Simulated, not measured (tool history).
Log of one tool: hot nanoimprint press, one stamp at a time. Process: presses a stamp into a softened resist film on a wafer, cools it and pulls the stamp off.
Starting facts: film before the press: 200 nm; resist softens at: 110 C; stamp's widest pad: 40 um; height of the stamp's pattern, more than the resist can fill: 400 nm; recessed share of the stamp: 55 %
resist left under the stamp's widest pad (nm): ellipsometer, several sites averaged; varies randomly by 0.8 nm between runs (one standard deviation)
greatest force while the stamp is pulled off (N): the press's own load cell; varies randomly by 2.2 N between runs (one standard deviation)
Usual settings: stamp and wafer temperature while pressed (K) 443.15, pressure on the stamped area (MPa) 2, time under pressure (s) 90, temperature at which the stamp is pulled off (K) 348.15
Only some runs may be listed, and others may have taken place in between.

run   hour  stamp and wafer temperature while pressed (K)  pressure on the stamped area (MPa)  time under pressure (s)  temperature at which the stamp is pulled off (K)  resist left under the stamp's widest pad (nm)  greatest force while the stamp is pulled off (N)
  1      0                                         443.15                                   2                       90                                            348.15                                           94.3                                               125
  2    9.8                                         443.15                                   2                       90                                            348.15                                           93.6                                               119
  3   14.7                                         443.15                                1.23                       90                                            348.15                                            113                                               125
  4   20.9                                         443.15                                   2                       90                                            348.15                                           92.6                                               126
  5   29.9                                         446.15                                   2                       90                                            348.15                                           76.5                                               127
  6   37.2                                         443.15                                   2                       90                                            348.15                                           92.3                                               125
  7   42.9                                         443.15                                   2                      140                                            348.15                                             78                                               128
  8   52.3                                         443.15                                   2                      140                                            348.15                                           78.6                                               124
  9   58.4                                         443.15                                   2                       90                                            348.15                                           92.6                                               124
 10   66.5                                         443.15                                   2                       90                                            348.15                                           93.1                                               126
 11   72.2                                         443.15                                   2                       90                                            348.15                                           91.7                                               128
 12     82                                         451.15                                   2                       90                                            348.15                                           56.2                                               126
 13   89.4                                         443.15                                   2                       90                                            348.15                                           92.1                                               128
 14   97.1                                         443.15                                   2                      164                                            348.15                                           72.2                                               131
 15  104.3                                         443.15                                   2                       59                                            348.15                                          108.2                                               133
 16  111.3                                         445.15                                1.93                       90                                            355.15                                           83.5                                               118
 17  116.5                                         445.15                                1.93                       90                                            355.15                                           82.3                                               124
 18  126.5                                         441.15                                   2                      152                                            348.15                                           85.5                                               135
 19  135.5                                         443.15                                   2                       90                                            355.15                                             93                                               123
 20  142.7                                         443.15                                1.86                       57                                            348.15                                          111.6                                               139
 21  146.9                                         443.15                                1.35                       57                                            348.15                                          123.1                                               138
 22  152.6                                         443.15                                1.35                       57                                            348.15                                          124.1                                               134
 23  159.3                                         443.15                                1.35                       57                                            348.15                                          124.6                                               135
 24  164.8                                         443.15                                1.37                       90                                            351.15                                            106                                               132
 25  174.7                                         443.15                                2.26                       53                                            351.15                                          105.6                                               128
 26  181.8                                         432.15                                   2                      155                                            348.15                                            141                                               135
 27  187.8                                         432.15                                   2                      155                                            344.15                                          139.3                                               143
 28  195.1                                         443.15                                   2                       90                                            348.15                                           90.3                                               138
 29  203.1                                         443.15                                1.45                      129                                            348.15                                           90.6                                               140
 30  209.9                                         448.15                                1.27                       58                                            344.15                                           97.8                                               146

Consider 4 possible next runs. They are alternatives, not a sequence: every one starts from the tool as it was left by run 30. What does each give?
  A   220                                         449.15                                2.68                       71                                            344.15                                              ?                                                 ?
  B   220                                         438.15                                   2                       90                                            352.15                                              ?                                                 ?
  C   220                                         432.15                                   2                       90                                            348.15                                              ?                                                 ?
  D   220                                         448.15                                2.47                       58                                            333.15                                              ?                                                 ?

run  resist left under the stamp's widest pad (nm)  greatest force while the stamp is pulled off (N)
  A                                           60.4                                               143
  B                                          120.9                                               141
  C                                          158.3                                               138
  D                                           73.1                                               160
With no hidden state in the tool, these same runs would have given:
run  resist left under the stamp's widest pad (nm)  greatest force while the stamp is pulled off (N)
  A                                             70                                               101
  B                                          135.9                                               101
  C                                          170.2                                                98
  D                                           84.4                                               114
